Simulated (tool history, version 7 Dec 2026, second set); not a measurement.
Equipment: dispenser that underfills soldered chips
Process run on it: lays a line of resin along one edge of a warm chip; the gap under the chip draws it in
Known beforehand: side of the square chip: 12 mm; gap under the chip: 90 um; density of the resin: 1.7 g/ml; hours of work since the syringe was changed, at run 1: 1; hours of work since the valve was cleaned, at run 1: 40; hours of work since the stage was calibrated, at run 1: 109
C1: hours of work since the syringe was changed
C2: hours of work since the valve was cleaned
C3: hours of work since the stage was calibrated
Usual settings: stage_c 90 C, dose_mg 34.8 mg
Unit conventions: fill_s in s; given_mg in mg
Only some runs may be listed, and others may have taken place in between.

Run 1, hour 0.0: usual settings; C1 1; C2 40; C3 109. Result: fill_s 74.7 s, given_mg 33.82 mg.
Run 2, hour 2.6: usual settings but dose_mg 33.5 mg; C1 3; C2 42; C3 110. Result: fill_s 78.9 s, given_mg 32.47 mg.
Run 3, hour 6.9: usual settings but dose_mg 40.5 mg; C1 5; C2 45; C3 113. Result: fill_s 85.3 s, given_mg 38.94 mg.
Run 4, hour 11.6: usual settings but stage_c 98 C; C1 8; C2 48; C3 116. Result: fill_s 71.2 s, given_mg 33.54 mg.
At hour 15.7: new syringe of resin.
Run 5, hour 15.9: usual settings but stage_c 98 C; C1 0; C2 50; C3 119. Result: fill_s 53.6 s, given_mg 33.33 mg.
Run 6, hour 21.8: usual settings but stage_c 98 C; C1 4; C2 54; C3 122. Result: fill_s 59.9 s, given_mg 33.45 mg.
Run 7, hour 26.7: usual settings but stage_c 98 C; C1 7; C2 57; C3 125. Result: fill_s 68.5 s, given_mg 33.18 mg.
Run 8, hour 29.3: usual settings but stage_c 100 C; C1 8; C2 59; C3 127. Result: fill_s 66.9 s, given_mg 33.16 mg.
At hour 33.0: new syringe of resin.
Run 9, hour 35.0: usual settings but stage_c 83 C; C1 1; C2 62; C3 130. Result: fill_s 101.9 s, given_mg 32.97 mg.
Run 10, hour 39.7: usual settings but stage_c 83 C; C1 4; C2 65; C3 133. Result: fill_s 112.3 s, given_mg 32.88 mg.
Run 11, hour 45.8: usual settings but stage_c 103 C; C1 8; C2 69; C3 137. Result: fill_s 60.3 s, given_mg 32.97 mg.
Run 12, hour 48.5: usual settings but stage_c 103 C; C1 10; C2 70; C3 139. Result: fill_s 63.1 s, given_mg 32.87 mg.
At hour 50.5: new syringe of resin.
Run 13, hour 54.0: usual settings but dose_mg 36.9 mg; C1 2; C2 74; C3 142. Result: fill_s 77.1 s, given_mg 34.87 mg.
Run 14, hour 58.9: usual settings; C1 5; C2 77; C3 145. Result: fill_s 89.3 s, given_mg 32.57 mg.
At hour 61.2: dispensing valve cleaned and set on the balance.
Run 15, hour 62.5: usual settings; C1 7; C2 1; C3 147. Result: fill_s 91.1 s, given_mg 34.91 mg.
Run 16, hour 66.9: usual settings; C1 10; C2 4; C3 149. Result: fill_s 103.1 s, given_mg 34.86 mg.
At hour 68.7: new syringe of resin.
Run 17, hour 70.6: usual settings; C1 1; C2 6; C3 151. Result: fill_s 76.2 s, given_mg 34.87 mg.
Run 18, hour 75.8: usual settings but stage_c 88 C; C1 4; C2 9; C3 155. Result: fill_s 92.1 s, given_mg 34.82 mg.
Run 19, hour 81.1: usual settings but stage_c 88 C; C1 8; C2 12; C3 158. Result: fill_s 104.6 s, given_mg 34.52 mg.
Run 20, hour 84.9: usual settings but stage_c 84 C, dose_mg 31.1 mg; C1 10; C2 15; C3 160. Result: fill_s 139.7 s, given_mg 30.66 mg.
At hour 86.0: new syringe of resin.
Run 21, hour 90.9: usual settings but stage_c 84 C, dose_mg 31.1 mg; C1 3; C2 18; C3 164. Result: fill_s 103.7 s, given_mg 30.60 mg.
Run 22, hour 95.4: usual settings but stage_c 88 C, dose_mg 33.0 mg; C1 6; C2 21; C3 167. Result: fill_s 98.6 s, given_mg 32.66 mg.
Run 23, hour 98.7: usual settings but stage_c 100 C; C1 8; C2 23; C3 169. Result: fill_s 67.1 s, given_mg 34.43 mg.
Run 24, hour 101.2: usual settings but stage_c 81 C, dose_mg 38.2 mg; C1 9; C2 25; C3 170. Result: fill_s 146.1 s, given_mg 37.54 mg.
At hour 103.5: new syringe of resin.
Run 25, hour 104.1: usual settings but stage_c 103 C, dose_mg 37.4 mg; C1 0; C2 26; C3 172. Result: fill_s 44.7 s, given_mg 36.75 mg.
Run 26, hour 107.0: usual settings but stage_c 83 C, dose_mg 31.9 mg; C1 2; C2 28; C3 174. Result: fill_s 106.7 s, given_mg 31.18 mg.
Run 27, hour 112.7: usual settings but stage_c 83 C, dose_mg 31.9 mg; C1 6; C2 32; C3 177. Result: fill_s 120.9 s, given_mg 31.10 mg.
Run 28, hour 116.9: usual settings but dose_mg 31.9 mg; C1 8; C2 34; C3 180. Result: fill_s 101.7 s, given_mg 31.02 mg.
At hour 120.9: new syringe of resin.
Run 29, hour 121.2: usual settings but stage_c 98 C, dose_mg 37.5 mg; C1 0; C2 37; C3 183. Result: fill_s 55.0 s, given_mg 36.46 mg.
Run 30, hour 126.0: usual settings but stage_c 82 C, dose_mg 33.6 mg; C1 3; C2 40; C3 186. Result: fill_s 116.1 s, given_mg 32.62 mg.
Run 31, hour 130.2: usual settings but stage_c 82 C, dose_mg 33.6 mg; C1 6; C2 42; C3 188. Result: fill_s 127.5 s, given_mg 32.63 mg.
Run 32, hour 135.0: usual settings but stage_c 79 C, dose_mg 31.3 mg; C1 9; C2 45; C3 191. Result: fill_s 163.2 s, given_mg 30.41 mg.
At hour 138.2: new syringe of resin.
Run 33, hour 138.2: usual settings but stage_c 79 C, dose_mg 37.5 mg; C1 0; C2 47; C3 193. Result: fill_s 116.7 s, given_mg 36.17 mg.
Run 34, hour 141.8: usual settings but stage_c 78 C, dose_mg 33.8 mg; C1 2; C2 49; C3 195. Result: fill_s 133.9 s, given_mg 32.62 mg.

Here are 5 independent what-if runs from the current tool condition. What would each one return?
Run A, hour 146.3: usual settings but stage_c 76 C; C1 5; C2 52; C3 198. Result: fill_s ?, given_mg ?.
Run B, hour 146.3: usual settings but stage_c 81 C, dose_mg 34.4 mg; C1 5; C2 52; C3 198. Result: fill_s ?, given_mg ?.
Run C, hour 146.3: usual settings but stage_c 97 C, dose_mg 36.0 mg; C1 5; C2 52; C3 198. Result: fill_s ?, given_mg ?.
Run D, hour 146.3: usual settings but stage_c 84 C, dose_mg 33.8 mg; C1 5; C2 52; C3 198. Result: fill_s ?, given_mg ?.
Run E, hour 146.3: usual settings but stage_c 77 C, dose_mg 34.7 mg; C1 5; C2 52; C3 198. Result: fill_s ?, given_mg ?.

run  fill_s  given_mg
  A   163.7     33.77
  B   131.2     33.04
  C    68.7     34.63
  D   115.6     32.35
  E   154.6     33.36
Stripped of hidden state, with their random variation kept, the same runs would have yielded:
run  fill_s  given_mg
  A   127.6     35.11
  B   102.3     34.36
  C    53.9     36.01
  D    90.0     33.64
  E   120.4     34.69
